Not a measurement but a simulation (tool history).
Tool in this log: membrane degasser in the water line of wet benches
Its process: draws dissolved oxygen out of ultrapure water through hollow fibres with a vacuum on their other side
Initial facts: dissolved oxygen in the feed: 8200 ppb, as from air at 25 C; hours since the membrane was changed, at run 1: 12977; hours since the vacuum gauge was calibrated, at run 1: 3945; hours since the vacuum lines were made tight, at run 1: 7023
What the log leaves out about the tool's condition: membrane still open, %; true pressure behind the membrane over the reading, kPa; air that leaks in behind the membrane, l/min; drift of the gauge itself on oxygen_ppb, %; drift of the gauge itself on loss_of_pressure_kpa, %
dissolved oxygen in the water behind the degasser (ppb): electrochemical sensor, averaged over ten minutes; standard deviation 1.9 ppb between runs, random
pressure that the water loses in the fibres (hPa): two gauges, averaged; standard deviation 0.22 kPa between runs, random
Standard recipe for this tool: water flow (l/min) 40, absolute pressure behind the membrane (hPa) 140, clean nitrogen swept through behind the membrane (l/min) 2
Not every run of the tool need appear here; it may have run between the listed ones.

run      day  water flow (l/min)  absolute pressure behind the membrane (hPa)  clean nitrogen swept through behind the membrane (l/min)  hours since the membrane was changed  hours since the vacuum gauge was calibrated  hours since the vacuum lines were made tight  dissolved oxygen in the water behind the degasser (ppb)  pressure that the water loses in the fibres (hPa)
  1        0                  40                                          140                                                         2                                 12977                                         3945                                          7023                                                    503.6                                              551.9
  2   13.408                  40                                          220                                                         2                                 13298                                         4267                                          7345                                                    805.7                                              548.1
  3   23.321                  40                                          220                                                      2.35                                 13536                                         4504                                          7583                                                    714.9                                              551.4
  4   29.708                  40                                          220                                                      2.35                                 13690                                         4658                                          7736                                                    715.7                                              554.3
      30.833  -- vacuum gauge calibrated
  5   43.629                  40                                          220                                                      2.35                                 14023                                          307                                          8070                                                    714.1                                              552.1
  6   54.196                  40                                          116                                                      2.35                                 14277                                          561                                          8324                                                    356.4                                              552.6
  7   66.842                  40                                          116                                                      2.35                                 14580                                          864                                          8627                                                    355.8                                              556.9
  8   76.808                  40                                          116                                                      2.35                                 14819                                         1103                                          8866                                                    357.9                                                558
  9   88.725                  40                                          116                                                      2.35                                 15105                                         1389                                          9152                                                    359.8                                              557.8
 10  100.288                  40                                          116                                                      2.35                                 15383                                         1667                                          9430                                                    357.1                                              556.6
 11  113.658                  40                                          116                                                      2.35                                 15704                                         1988                                          9751                                                    358.1                                              559.2
 12  127.462                  40                                          140                                                         2                                 16035                                         2319                                         10082                                                    502.6                                                563
     128.767  -- seals of the vacuum lines changed
 13  137.033                  40                                          140                                                         2                                 16263                                         2547                                           198                                                      505                                              565.4
 14  151.092                  40                                          140                                                         2                                 16600                                         2884                                           536                                                      503                                              562.3
 15  157.746                  40                                          140                                                         2                                 16760                                         3044                                           695                                                    500.2                                              560.5
      167.25  -- gauge calibrated
 16  171.775                  40                                          140                                                         2                                 17097                                         3381                                          1032                                                    504.5                                              549.2
 17   177.95                  40                                          140                                                      3.88                                 17245                                         3529                                          1180                                                    300.5                                              553.1
 18  185.054                  63                                          193                                                      0.87                                 17415                                         3699                                          1351                                                   1782.4                                              864.7
 19   196.35                  37                                          140                                                      2.56                                 17686                                         3970                                          1622                                                    383.6                                              512.4
 20  206.883                  37                                          140                                                      2.56                                 17939                                         4223                                          1875                                                    383.6                                              506.6
 21  212.817                  40                                           93                                                      2.82                                 18082                                         4366                                          2017                                                    242.7                                              553.2
 22  223.146                  40                                          138                                                      1.02                                 18330                                         4613                                          2265                                                    812.3                                              555.8
     225.642  -- vacuum gauge calibrated
 23  236.458                  40                                          163                                                      1.02                                 18649                                          260                                          2584                                                      977                                              553.4
 24  246.371                  40                                          137                                                      1.89                                 18886                                          498                                          2822                                                    510.2                                              553.5
 25  260.158                  40                                          140                                                      4.42                                 19217                                          828                                          3153                                                    271.4                                              557.9
 26  267.383                  59                                          306                                                       1.8                                 19391                                         1002                                          3326                                                   1632.5                                              826.6
 27  277.183                  59                                          306                                                       1.8                                 19626                                         1237                                          3561                                                   1631.9                                              824.2
 28  290.904                  38                                          273                                                       1.8                                 19955                                         1566                                          3891                                                   1035.4                                              530.9
 29  304.546                  38                                          273                                                       1.8                                 20283                                         1894                                          4218                                                   1043.6                                              535.1
 30  316.154                  38                                          273                                                       1.8                                 20561                                         2172                                          4497                                                   1037.8                                              531.3
 31  330.217                  54                                          273                                                       1.8                                 20899                                         2510                                          4834                                                   1383.6                                              757.6

Across each entry between runs, compare the hidden state at the last listed run before it with the hidden state at the first listed run after it:
In the gap between runs 4 and 5: vacuum gauge calibrated (day 30.833)
  drift of the gauge itself on loss_of_pressure_kpa, %: 0.49 -> 0.72
  the result without the hidden state subtracted from the measured one, pressure that the water loses in the fibres (hPa): +3 -> +4.3
In the gap between runs 12 and 13: seals of the vacuum lines changed (day 128.767)
  air that leaks in behind the membrane, l/min: 0.0022 -> 0.002; drift of the gauge itself on loss_of_pressure_kpa, %: 2.12 -> 2.28
  the result without the hidden state subtracted from the measured one, pressure that the water loses in the fibres (hPa): +12.1 -> +13
In the gap between runs 15 and 16: gauge calibrated (day 167.25)
  drift of the gauge itself on loss_of_pressure_kpa, %: 2.62 -> 0.08
  the result without the hidden state subtracted from the measured one, pressure that the water loses in the fibres (hPa): +14.7 -> +0.7
In the gap between runs 22 and 23: vacuum gauge calibrated (day 225.642)
  drift of the gauge itself on loss_of_pressure_kpa, %: 0.93 -> 1.15
  the result without the hidden state subtracted from the measured one, pressure that the water loses in the fibres (hPa): +5.5 -> +6.7

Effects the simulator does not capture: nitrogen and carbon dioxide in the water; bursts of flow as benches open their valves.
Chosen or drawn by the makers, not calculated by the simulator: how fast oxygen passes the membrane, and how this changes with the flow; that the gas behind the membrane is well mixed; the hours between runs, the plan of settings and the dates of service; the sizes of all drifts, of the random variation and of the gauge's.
